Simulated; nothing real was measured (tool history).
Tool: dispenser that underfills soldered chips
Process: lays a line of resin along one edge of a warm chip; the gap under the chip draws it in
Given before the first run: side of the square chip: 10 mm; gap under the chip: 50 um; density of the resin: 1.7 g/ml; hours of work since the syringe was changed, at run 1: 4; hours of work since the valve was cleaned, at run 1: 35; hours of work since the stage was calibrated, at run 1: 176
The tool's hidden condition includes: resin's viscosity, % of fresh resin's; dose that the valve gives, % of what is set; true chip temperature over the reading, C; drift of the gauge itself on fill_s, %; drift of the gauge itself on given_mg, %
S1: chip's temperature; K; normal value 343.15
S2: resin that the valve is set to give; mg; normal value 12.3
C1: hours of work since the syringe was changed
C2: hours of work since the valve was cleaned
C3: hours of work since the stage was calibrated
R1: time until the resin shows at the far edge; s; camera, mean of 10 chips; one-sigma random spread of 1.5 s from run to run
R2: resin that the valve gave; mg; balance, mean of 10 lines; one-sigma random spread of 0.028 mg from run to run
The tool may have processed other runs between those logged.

run   hour      S1    S2  C1  C2   C3     R1     R2
  1      0  343.15  12.3   4  35  176  196.1  12.12
       5.3  -- new syringe of resin
  2    9.4  356.15  12.3   3  42  184   94.5  12.01
      13.3  -- dispensing valve cleaned and set on the balance
      16.7  -- new syringe of resin
  3   21.1  356.15  12.3   3   6  192     95   12.3
      27.8  -- new syringe of resin
  4   30.4  356.15  12.3   2  13  199   86.4  12.22
      38.6  -- new syringe of resin
  5   43.6  343.15  10.8   4  23  209  202.6  10.67
      49.6  -- new syringe of resin
  6   54.6  343.15  11.7   4  31  217  194.4  11.52
      60.7  -- new syringe of resin
  7   63.2  343.15  11.3   2  38  224    172  11.05
      71.2  -- new syringe of resin
      73.3  -- dispensing valve cleaned and set on the balance
  8     75  343.15  11.3   2   1  232  170.3  11.26
  9   81.9  343.15  11.6   8   7  237  252.1  11.53
      82.9  -- new syringe of resin
      93.2  -- new syringe of resin
 10   93.2  343.15  11.6   0  15  246  146.4  11.45
 11   99.9  338.15  12.3   5  20  251  271.9  12.17
     103.9  -- new syringe of resin
 12  112.9  338.15  12.3   7  30  261  302.1  12.11
     114.4  -- new syringe of resin
 13  119.9  343.15  13.1   4  35  266  189.5  12.83
     124.7  -- new syringe of resin
 14  126.2  343.15  13.1   1  40  271  149.9  12.81
     132.5  -- dispensing valve cleaned and set on the balance
 15  134.7  343.15  12.3   7   2  276    234  12.27
     136.2  -- new syringe of resin
 16  144.5  334.15  12.3   6   9  284  360.6  12.21
     146.7  -- new syringe of resin
 17  153.8  343.15  12.3   6  16  291  210.3  12.23
     157.4  -- new syringe of resin
 18  165.2  344.15  14.1   6  25  300  203.3  13.89
     168.4  -- new syringe of resin
 19    177  333.15  14.4   7  34  309  374.3  14.14
     179.5  -- new syringe of resin
 20    184  333.15  14.4   4  39  314  303.4  14.11
     189.8  -- new syringe of resin
     191.7  -- dispensing valve cleaned and set on the balance
 21  194.1  349.15  14.6   3   2  321  121.8  14.64
     201.1  -- new syringe of resin
 22  201.8  330.15  14.9   1   8  326  275.9  14.87
     211.4  -- new syringe of resin
 23    212  354.15  12.3   0  15  334   83.3  12.23
     221.8  -- new syringe of resin
 24  223.2  330.15  13.3   1  24  343  299.2  13.15
     232.3  -- new syringe of resin
 25  232.3  330.15  11.6   0  31  350  276.8  11.45
     242.6  -- new syringe of resin
 26  244.6  331.15    15   2  40  359  278.8  14.72
     250.8  -- dispensing valve cleaned and set on the balance
     253.9  -- new syringe of resin
 27  256.5  331.15    15   2   4  367  292.9  14.96
     264.7  -- new syringe of resin
 28  266.8  330.15  11.2   2  12  375  315.9  11.13
     275.4  -- new syringe of resin
 29  277.8  338.15  11.9   2  20  383  205.1  11.72
     286.5  -- new syringe of resin
 30  287.2  338.15    11   1  27  390  185.5  10.84
 31  292.8  347.15  12.3   5  32  395    163   12.1
     297.2  -- new syringe of resin
 32  299.7  355.15  12.3   2  37  400   87.7  12.06
 33  305.7  344.15  10.8   7  42  405  220.9  10.54
     307.4  -- new syringe of resin
     310.7  -- dispensing valve cleaned and set on the balance
 34  315.8  349.15  14.1   6   4  412  148.2  14.04

4 options for the next run, each taken on its own from the tool as it stands now. Forecast them:
     318.8  -- new syringe of resin
  A  321.5  342.15  14.1   2   8  416   ?   ?
     318.8  -- new syringe of resin
  B  321.5  342.15  15.5   2   8  416   ?   ?
     318.8  -- new syringe of resin
  C  321.5  348.15  12.3   2   8  416   ?   ?
     318.8  -- new syringe of resin
  D  321.5  349.15  11.7   2   8  416   ?   ?

run     R1     R2
  A  162.6  14.05
  B  161.7  15.44
  C  124.2  12.25
  D  115.8  11.65
Stripped of hidden state, with their random variation kept, the same runs would have yielded:
run     R1     R2
  A  157.5  14.11
  B  156.6   15.5
  C  119.8   12.3
  D  111.6   11.7
